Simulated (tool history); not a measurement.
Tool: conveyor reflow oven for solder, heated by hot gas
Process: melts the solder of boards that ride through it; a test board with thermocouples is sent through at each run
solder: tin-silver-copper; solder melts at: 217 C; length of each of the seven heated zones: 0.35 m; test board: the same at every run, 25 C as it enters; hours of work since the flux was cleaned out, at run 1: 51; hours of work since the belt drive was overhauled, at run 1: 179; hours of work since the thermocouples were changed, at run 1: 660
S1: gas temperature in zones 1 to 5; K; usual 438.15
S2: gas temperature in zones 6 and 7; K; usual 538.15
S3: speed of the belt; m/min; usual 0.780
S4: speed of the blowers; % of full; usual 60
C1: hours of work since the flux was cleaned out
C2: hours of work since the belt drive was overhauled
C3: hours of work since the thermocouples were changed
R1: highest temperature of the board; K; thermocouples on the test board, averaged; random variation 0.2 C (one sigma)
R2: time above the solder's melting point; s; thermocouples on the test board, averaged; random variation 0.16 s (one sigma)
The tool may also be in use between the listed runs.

run	hour	S1	S2	S3	S4	C1	C2	C3	R1	R2
1	0.0	438.15	538.15	0.780	60	51	179	660	516.05	32.2
2	41.7	438.15	538.15	0.735	60	76	205	686	517.85	35.8
3	87.7	438.15	538.15	0.735	60	104	232	713	517.85	35.7
4	139.2	438.15	538.15	0.735	60	135	264	745	517.85	35.5
5	178.8	438.15	538.15	0.780	60	159	288	769	515.45	31.8
6	209.4	438.15	538.15	0.780	60	178	306	787	515.45	31.5
7	253.5	438.15	538.15	0.780	60	205	333	814	515.15	31.3
8	281.7	438.15	538.15	0.780	60	222	350	831	514.65	31.0
9	308.6	423.15	538.15	0.780	60	238	366	847	511.65	25.9
10	346.1	438.15	538.15	0.780	60	261	389	870	514.15	31.2
11	394.8	438.15	538.15	0.780	60	290	418	899	514.65	30.7
12	433.6	453.15	538.15	0.780	60	314	442	923	517.75	36.8
13	485.7	438.15	538.15	0.780	60	345	473	954	514.25	30.7
14	525.9	438.15	540.15	0.780	60	369	498	979	515.75	31.7
15	551.5	438.15	540.15	0.780	60	385	513	994	515.55	31.9
16	582.5	438.15	538.15	0.663	60	404	532	1013	519.45	41.7
# hour 606.5: flux residue cleaned out of gas plates and filters
17	616.5	438.15	539.15	0.663	69	6	549	1030	524.35	46.0
18	664.9	439.15	526.15	0.754	69	35	579	1060	509.35	30.2
19	710.4	439.15	526.15	0.754	69	63	606	1087	509.45	29.9
20	746.3	438.15	538.15	0.791	60	85	628	1109	514.35	30.9
21	774.6	438.15	538.15	0.732	52	102	645	1126	513.75	32.4
# hour 792.0: thermocouples of zones 6 and 7 changed
22	830.0	438.15	538.15	0.732	52	134	677	23	516.55	34.7
23	870.4	438.15	547.15	0.829	60	158	702	47	522.95	34.0
24	917.7	425.15	538.15	0.870	60	187	730	76	510.45	22.3
25	956.0	441.15	538.15	0.870	60	210	754	99	514.35	27.7
26	995.2	438.15	538.15	0.782	66	234	777	123	519.75	35.0
27	1027.9	438.15	538.15	0.782	66	254	797	143	519.25	34.8
28	1051.5	438.15	535.15	0.782	66	268	811	157	516.65	33.5
29	1092.2	438.15	535.15	0.782	66	293	836	182	516.15	33.2
30	1114.7	445.15	538.15	0.780	60	306	850	195	518.75	35.8
31	1157.4	445.15	538.15	0.780	60	332	876	221	517.85	35.6
32	1189.5	445.15	538.15	0.780	60	352	895	241	518.35	35.2

Hidden state at the last listed run before each entry between runs and at the first one after, where it differs:
Between runs 16 and 17: flux residue cleaned out of gas plates and filters (hour 606.5)
  heat that the gas passes to the board, % of a clean oven's: 91.3 -> 99.4; belt's true speed, % of the reading: 98.98 -> 98.94; true gas temperature in zones 6 and 7 over the reading, C: -3.48 -> -3.53
  measured less the result without the state, R1: -4.70 -> -3.00 K; R2: -2.9 -> -1.0 s
Between runs 21 and 22: thermocouples of zones 6 and 7 changed (hour 792.0)
  heat that the gas passes to the board, % of a clean oven's: 97.4 -> 96.8; belt's true speed, % of the reading: 98.75 -> 98.68; true gas temperature in zones 6 and 7 over the reading, C: -3.82 -> -0.22
  measured less the result without the state, R1: -3.30 -> -0.40 K; R2: -2.0 -> +0.1 s
